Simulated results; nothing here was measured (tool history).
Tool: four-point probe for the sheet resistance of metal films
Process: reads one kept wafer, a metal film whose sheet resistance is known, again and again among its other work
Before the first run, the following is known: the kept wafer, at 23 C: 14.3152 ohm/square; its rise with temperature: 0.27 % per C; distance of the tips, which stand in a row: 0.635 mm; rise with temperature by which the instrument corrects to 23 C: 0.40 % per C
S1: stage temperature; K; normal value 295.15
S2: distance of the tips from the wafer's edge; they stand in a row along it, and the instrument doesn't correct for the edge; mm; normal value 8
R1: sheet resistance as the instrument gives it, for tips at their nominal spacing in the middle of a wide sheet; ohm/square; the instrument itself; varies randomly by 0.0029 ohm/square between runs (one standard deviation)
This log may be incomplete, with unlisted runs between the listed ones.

run,hour,S1,S2,R1
1,0,295.15,8,14.317754
2,44.2,295.15,8,14.317315
3,100.2,295.15,8,14.317247
4,167.1,295.15,8,14.325798
5,260.4,295.15,8,14.324635
# hour 268.7: stage's thermometer calibrated
6,339.2,295.15,8,14.323957
7,409.9,295.15,8,14.327765
8,465.7,295.15,21,14.278495
9,516.8,306.15,40,14.085275
# hour 584.4: stage's thermometer calibrated, once more
10,609.9,302.15,47,14.155088
11,691.3,298.15,4,14.426556
12,750.8,292.15,4,14.535152
13,799.4,292.15,4,14.537038
14,886.2,292.15,56,14.349302
15,948.7,292.15,56,14.342094
16,998,292.15,56,14.345011

Measured less the same run without the tool's hidden state. The same run-to-run variation is in both; the gauge's scatter may not be:
Hidden conditions of the tool in this case: inner tips' distance over the nominal, %; tips' flats over new ones', %; wafer's true temperature over the reading, C; drift of the gauge itself on sheet_ohm, %.
run,R1
1,-0.061193
2,-0.060652
3,-0.059892
4,-0.059196
5,-0.057986
6,-0.059082
7,-0.058222
8,-0.057265
9,-0.055524
10,-0.0468
11,-0.046555
12,-0.046294
13,-0.045619
14,-0.043907
15,-0.043021
16,-0.042425
